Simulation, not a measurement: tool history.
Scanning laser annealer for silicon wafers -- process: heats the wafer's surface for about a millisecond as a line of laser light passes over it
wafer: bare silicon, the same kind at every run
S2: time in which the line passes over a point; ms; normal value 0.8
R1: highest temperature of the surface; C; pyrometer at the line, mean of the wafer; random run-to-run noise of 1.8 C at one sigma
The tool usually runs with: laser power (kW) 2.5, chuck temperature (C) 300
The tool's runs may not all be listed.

run 1 hour=0 | laser_power_(kW)=2.5 S2=0.8 chuck_temperature_(C)=300 | R1=992
run 2 hour=48.5 | laser_power_(kW)=2.5 S2=0.8 chuck_temperature_(C)=300 | R1=987
run 3 hour=70.7 | laser_power_(kW)=2.5 S2=0.8 chuck_temperature_(C)=300 | R1=989
run 4 hour=114.8 | laser_power_(kW)=2.396 S2=0.8 chuck_temperature_(C)=300 | R1=961
run 5 hour=158.9 | laser_power_(kW)=2.396 S2=0.8 chuck_temperature_(C)=300 | R1=959
run 6 hour=189.9 | laser_power_(kW)=2.5 S2=0.686 chuck_temperature_(C)=300 | R1=929
run 7 hour=236.5 | laser_power_(kW)=2.5 S2=0.686 chuck_temperature_(C)=317 | R1=948
run 8 hour=264.5 | laser_power_(kW)=2.5 S2=0.686 chuck_temperature_(C)=317 | R1=944
run 9 hour=303.8 | laser_power_(kW)=2.5 S2=0.686 chuck_temperature_(C)=317 | R1=946
run 10 hour=332.2 | laser_power_(kW)=2.5 S2=0.686 chuck_temperature_(C)=317 | R1=944
run 11 hour=359 | laser_power_(kW)=2.5 S2=0.686 chuck_temperature_(C)=303 | R1=928
run 12 hour=392.8 | laser_power_(kW)=2.5 S2=0.8 chuck_temperature_(C)=266 | R1=952
run 13 hour=417.2 | laser_power_(kW)=2.5 S2=0.8 chuck_temperature_(C)=300 | R1=987
run 14 hour=440.1 | laser_power_(kW)=2.5 S2=0.8 chuck_temperature_(C)=300 | R1=987
run 15 hour=468.9 | laser_power_(kW)=2.5 S2=0.584 chuck_temperature_(C)=300 | R1=873
run 16 hour=512 | laser_power_(kW)=2.599 S2=0.584 chuck_temperature_(C)=300 | R1=891
run 17 hour=539.6 | laser_power_(kW)=2.599 S2=0.584 chuck_temperature_(C)=300 | R1=895
run 18 hour=561.3 | laser_power_(kW)=2.588 S2=0.8 chuck_temperature_(C)=300 | R1=1011
run 19 hour=609.7 | laser_power_(kW)=2.5 S2=0.913 chuck_temperature_(C)=300 | R1=1040
run 20 hour=636.3 | laser_power_(kW)=2.5 S2=0.599 chuck_temperature_(C)=300 | R1=878
run 21 hour=660.4 | laser_power_(kW)=2.631 S2=0.8 chuck_temperature_(C)=300 | R1=1024
run 22 hour=706 | laser_power_(kW)=2.631 S2=0.8 chuck_temperature_(C)=300 | R1=1021
run 23 hour=752.6 | laser_power_(kW)=2.201 S2=0.8 chuck_temperature_(C)=336 | R1=932
run 24 hour=782.4 | laser_power_(kW)=2.201 S2=0.8 chuck_temperature_(C)=336 | R1=930
run 25 hour=804.7 | laser_power_(kW)=2.201 S2=0.8 chuck_temperature_(C)=336 | R1=929
run 26 hour=845.2 | laser_power_(kW)=2.201 S2=0.8 chuck_temperature_(C)=336 | R1=931
run 27 hour=879.4 | laser_power_(kW)=2.201 S2=0.8 chuck_temperature_(C)=336 | R1=932
run 28 hour=928.2 | laser_power_(kW)=2.598 S2=0.8 chuck_temperature_(C)=289 | R1=999
run 29 hour=958.3 | laser_power_(kW)=2.695 S2=0.8 chuck_temperature_(C)=300 | R1=1035
run 30 hour=994.2 | laser_power_(kW)=2.695 S2=0.8 chuck_temperature_(C)=300 | R1=1037
run 31 hour=1016.9 | laser_power_(kW)=2.695 S2=0.8 chuck_temperature_(C)=300 | R1=1034
run 32 hour=1065.5 | laser_power_(kW)=2.695 S2=0.816 chuck_temperature_(C)=300 | R1=1044
run 33 hour=1112.1 | laser_power_(kW)=2.599 S2=0.883 chuck_temperature_(C)=311 | R1=1059
run 34 hour=1151.5 | laser_power_(kW)=2.244 S2=0.814 chuck_temperature_(C)=296 | R1=904
run 35 hour=1190.7 | laser_power_(kW)=2.244 S2=0.814 chuck_temperature_(C)=296 | R1=906
run 36 hour=1210.9 | laser_power_(kW)=2.367 S2=0.634 chuck_temperature_(C)=276 | R1=837
run 37 hour=1244.9 | laser_power_(kW)=2.367 S2=0.634 chuck_temperature_(C)=276 | R1=834

Run 38 comes next. What will it give?
run 38 hour=1272.5 | laser_power_(kW)=2.556 S2=0.64 chuck_temperature_(C)=282 | R1=?

{"run 38": {"R1": 888}}
With no hidden state in the tool, this same run would have given R1 911 C.
